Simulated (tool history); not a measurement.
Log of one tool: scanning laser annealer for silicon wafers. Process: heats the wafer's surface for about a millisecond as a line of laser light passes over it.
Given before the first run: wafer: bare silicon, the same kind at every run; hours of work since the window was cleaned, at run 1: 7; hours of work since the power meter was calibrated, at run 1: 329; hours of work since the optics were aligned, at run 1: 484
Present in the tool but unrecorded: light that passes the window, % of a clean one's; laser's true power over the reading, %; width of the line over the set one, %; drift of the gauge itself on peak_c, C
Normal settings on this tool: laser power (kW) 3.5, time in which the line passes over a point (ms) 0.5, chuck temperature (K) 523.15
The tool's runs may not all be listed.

run	hour	laser power (kW)	time in which the line passes over a point (ms)	chuck temperature (K)	hours of work since the window was cleaned	hours of work since the power meter was calibrated	hours of work since the optics were aligned	highest temperature of the surface (K)
1	0	3.5	0.5	523.15	7	329	484	1336.15
2	50.5	3.5	0.5	523.15	37	359	514	1327.15
3	94.7	3.5	0.5	523.15	63	385	540	1329.15
4	132.6	3.563	0.5	523.15	86	408	563	1339.15
5	195	3.5	0.5	523.15	123	445	600	1320.15
6	258.5	3.5	0.5	523.15	161	483	638	1316.15
7	292.9	3.5	0.5	523.15	182	504	659	1317.15
8	350.3	3.5	0.5	523.15	216	538	693	1312.15
9	396.4	3.5	0.5	523.15	244	566	721	1306.15
# hour 426.3: optics aligned, line set to its width
10	445.4	3.5	0.5	523.15	270	592	11	1318.15
11	507.7	3.5	0.5	528.15	308	630	49	1315.15
12	545.4	3.5	0.589	523.15	330	652	71	1388.15
# hour 577.5: window over the wafer cleaned
13	584.4	3.5	0.5	523.15	4	674	94	1341.15
14	639.3	3.5	0.5	523.15	37	707	126	1335.15
15	693.1	3.5	0.5	523.15	69	740	159	1335.15
16	730.5	3.5	0.5	523.15	92	762	181	1329.15
17	777.4	3.53	0.5	523.15	120	790	209	1336.15
18	840.5	3.53	0.5	523.15	158	828	247	1331.15
19	893.2	3.5	0.5	532.15	189	859	279	1331.15
20	939.2	3.5	0.5	532.15	217	887	306	1328.15
21	978.8	3.774	0.359	530.15	240	911	330	1246.15
22	1013.9	3.427	0.415	523.15	261	932	351	1216.15
23	1065.1	3.427	0.5	485.15	292	963	382	1251.15
24	1094.4	3.427	0.5	485.15	310	980	399	1248.15
25	1128.4	3.427	0.5	485.15	330	1000	419	1248.15
# hour 1159.2: window over the wafer cleaned
26	1162.9	3.008	0.5	524.15	2	1020	439	1196.15
27	1221	3.008	0.5	524.15	37	1055	474	1196.15
28	1275.8	3.278	0.594	550.15	70	1088	507	1367.15
29	1329.4	3.278	0.455	550.15	102	1120	539	1247.15
30	1365.8	3.5	0.502	561.15	124	1141	560	1359.15
31	1404.3	3.5	0.439	523.15	147	1165	584	1259.15
32	1456.8	3.143	0.5	559.15	178	1196	615	1248.15
33	1493.9	3.001	0.455	559.15	201	1218	637	1175.15
34	1537.4	3.701	0.362	562.15	227	1244	663	1259.15
35	1574.3	3.824	0.513	518.15	249	1266	685	1407.15
36	1615.2	3.824	0.513	518.15	273	1291	710	1402.15
# hour 1663.9: optics aligned, line set to its width
37	1669.1	3.5	0.605	541.15	303	1320	3	1425.15
38	1720	3.225	0.5	493.15	333	1351	34	1208.15

Predict each of these 5 candidate next runs independently; none follows another, all start after run 38:
# hour 1745.2: window over the wafer cleaned
A	1762.1	3.554	0.508	517.15	10	1375	58	?
# hour 1745.2: window over the wafer cleaned
B	1762.1	3.5	0.5	562.15	10	1375	58	?
# hour 1745.2: window over the wafer cleaned
C	1762.1	3.225	0.484	493.15	10	1375	58	?
# hour 1745.2: window over the wafer cleaned
D	1762.1	3.236	0.5	544.15	10	1375	58	?
# hour 1745.2: window over the wafer cleaned
E	1762.1	3.234	0.44	558.15	10	1375	58	?

run	highest temperature of the surface (K)
A	1354.15
B	1377.15
C	1213.15
D	1283.15
E	1243.15
The same runs, with their run-to-run variation unchanged, on a tool lacking any hidden condition would have given:
run	highest temperature of the surface (K)
A	1365.15
B	1388.15
C	1222.15
D	1293.15
E	1253.15

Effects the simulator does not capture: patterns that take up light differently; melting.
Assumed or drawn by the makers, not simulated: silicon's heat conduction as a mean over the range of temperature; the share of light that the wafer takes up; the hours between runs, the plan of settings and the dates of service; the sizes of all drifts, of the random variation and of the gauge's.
